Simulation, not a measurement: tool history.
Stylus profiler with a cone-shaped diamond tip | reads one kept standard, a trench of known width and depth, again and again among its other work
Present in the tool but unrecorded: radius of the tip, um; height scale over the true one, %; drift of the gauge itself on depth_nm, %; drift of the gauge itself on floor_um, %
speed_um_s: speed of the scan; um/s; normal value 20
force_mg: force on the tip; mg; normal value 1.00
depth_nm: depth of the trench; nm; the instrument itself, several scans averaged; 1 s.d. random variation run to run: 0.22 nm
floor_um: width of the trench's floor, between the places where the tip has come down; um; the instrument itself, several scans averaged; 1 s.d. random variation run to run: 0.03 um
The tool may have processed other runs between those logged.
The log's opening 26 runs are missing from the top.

| run | hour | speed_um_s | force_mg | scans with this tip | hours of work since the height scale was calibrated | depth_nm | floor_um |
|---|---|---|---|---|---|---|---|
| 27 | 1263.0 | 11 | 0.60 | 1775 | 302 | 1001.89 | 23.89 |
| 28 | 1317.0 | 8 | 0.40 | 1989 | 338 | 1001.57 | 23.80 |
| 29 | 1373.7 | 20 | 1.82 | 2213 | 376 | 1004.56 | 23.86 |
| 30 | 1409.7 | 59 | 0.64 | 2356 | 401 | 1002.15 | 23.29 |
| 31 | 1476.4 | 19 | 1.07 | 2621 | 445 | 1002.95 | 23.84 |
| 32 | 1520.9 | 6 | 2.03 | 2797 | 475 | 1004.41 | 23.92 |
| 33 | 1556.9 | 6 | 2.03 | 2940 | 500 | 1004.62 | 24.00 |
| 34 | 1612.2 | 64 | 0.61 | 3159 | 537 | 1001.98 | 23.23 |
| 35 | 1655.4 | 9 | 2.03 | 3330 | 566 | 1004.65 | 23.97 |
| 36 | 1700.0 | 17 | 1.38 | 3506 | 596 | 1003.66 | 23.87 |
| 37 | 1729.3 | 17 | 1.38 | 3622 | 616 | 1003.64 | 23.85 |
| 38 | 1768.1 | 17 | 1.38 | 3776 | 642 | 1003.55 | 23.83 |
| 39 | 1836.0 | 18 | 2.00 | 4045 | 688 | 1004.28 | 23.81 |

Branching from run 39: 3 alternative next runs. What would each branch give?
| A | 1899.4 | 18 | 1.39 | 4296 | 730 | ? | ? |
| B | 1899.4 | 7 | 0.88 | 4296 | 730 | ? | ? |
| C | 1899.4 | 10 | 0.85 | 4296 | 730 | ? | ? |

| run | depth_nm | floor_um |
|---|---|---|
| A | 1003.59 | 23.84 |
| B | 1002.53 | 23.95 |
| C | 1002.27 | 23.87 |
Had the tool no hidden state, the same runs would have come out as:
| run | depth_nm | floor_um |
|---|---|---|
| A | 1003.58 | 23.85 |
| B | 1002.52 | 23.95 |
| C | 1002.27 | 23.88 |
